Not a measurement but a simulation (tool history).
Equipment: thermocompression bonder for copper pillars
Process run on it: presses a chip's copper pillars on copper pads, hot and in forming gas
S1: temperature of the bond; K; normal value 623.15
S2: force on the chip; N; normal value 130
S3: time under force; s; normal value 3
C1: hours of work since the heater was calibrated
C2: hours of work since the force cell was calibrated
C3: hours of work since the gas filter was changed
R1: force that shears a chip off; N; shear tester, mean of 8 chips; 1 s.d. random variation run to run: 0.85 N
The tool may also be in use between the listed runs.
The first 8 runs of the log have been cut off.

Run 9, hour 195.7: usual settings; C1 31; C2 614; C3 269. Result: R1 104.4 N.
Run 10, hour 210.5: usual settings but S2 97 N; C1 40; C2 624; C3 279. Result: R1 94 N.
Run 11, hour 226.9: usual settings but S2 97 N; C1 51; C2 634; C3 289. Result: R1 92.5 N.
Run 12, hour 255.8: usual settings; C1 70; C2 653; C3 308. Result: R1 105.3 N.
Run 13, hour 278.9: usual settings; C1 85; C2 668; C3 323. Result: R1 104.7 N.
Run 14, hour 302.7: usual settings but S1 632.15 K; C1 100; C2 683; C3 338. Result: R1 108.9 N.
At hour 312.5: heater calibrated with a thermocouple chip, once more.
At hour 317: forming gas filter changed.
Run 15, hour 338: usual settings but S1 632.15 K; C1 16; C2 704; C3 14. Result: R1 111.2 N.
Run 16, hour 364.2: usual settings but S1 632.15 K; C1 33; C2 721; C3 30. Result: R1 111.1 N.
Run 17, hour 394.2: usual settings but S1 632.15 K; C1 52; C2 740; C3 50. Result: R1 110.6 N.
Run 18, hour 425.5: usual settings but S1 632.15 K; C1 73; C2 761; C3 70. Result: R1 112.1 N.
Run 19, hour 443.6: usual settings but S1 632.15 K; C1 84; C2 772; C3 82. Result: R1 109.7 N.
Run 20, hour 474.2: usual settings but S1 632.15 K; C1 104; C2 792; C3 101. Result: R1 109.6 N.
Run 21, hour 505.2: usual settings but S1 632.15 K; C1 124; C2 812; C3 121. Result: R1 110.4 N.
Run 22, hour 521.4: usual settings but S1 641.15 K, S2 134 N, S3 6 s; C1 134; C2 823; C3 132. Result: R1 131.6 N.
Run 23, hour 545: usual settings but S1 641.15 K, S2 134 N, S3 6 s; C1 150; C2 838; C3 147. Result: R1 130.5 N.
Run 24, hour 559: usual settings but S1 641.15 K, S2 134 N, S3 6 s; C1 159; C2 847; C3 156. Result: R1 129.4 N.
Run 25, hour 586.1: usual settings but S1 629.15 K, S2 134 N, S3 6 s; C1 176; C2 864; C3 174. Result: R1 123 N.

What will run 26 give?
Run 26, hour 618: usual settings but S1 638.15 K, S2 95 N, S3 2 s; C1 197; C2 885; C3 194. Result: R1 ?.

R1: 86.6 N
On a tool with no hidden condition, and with the same random variation, this run would have come out at R1 92.3 N.

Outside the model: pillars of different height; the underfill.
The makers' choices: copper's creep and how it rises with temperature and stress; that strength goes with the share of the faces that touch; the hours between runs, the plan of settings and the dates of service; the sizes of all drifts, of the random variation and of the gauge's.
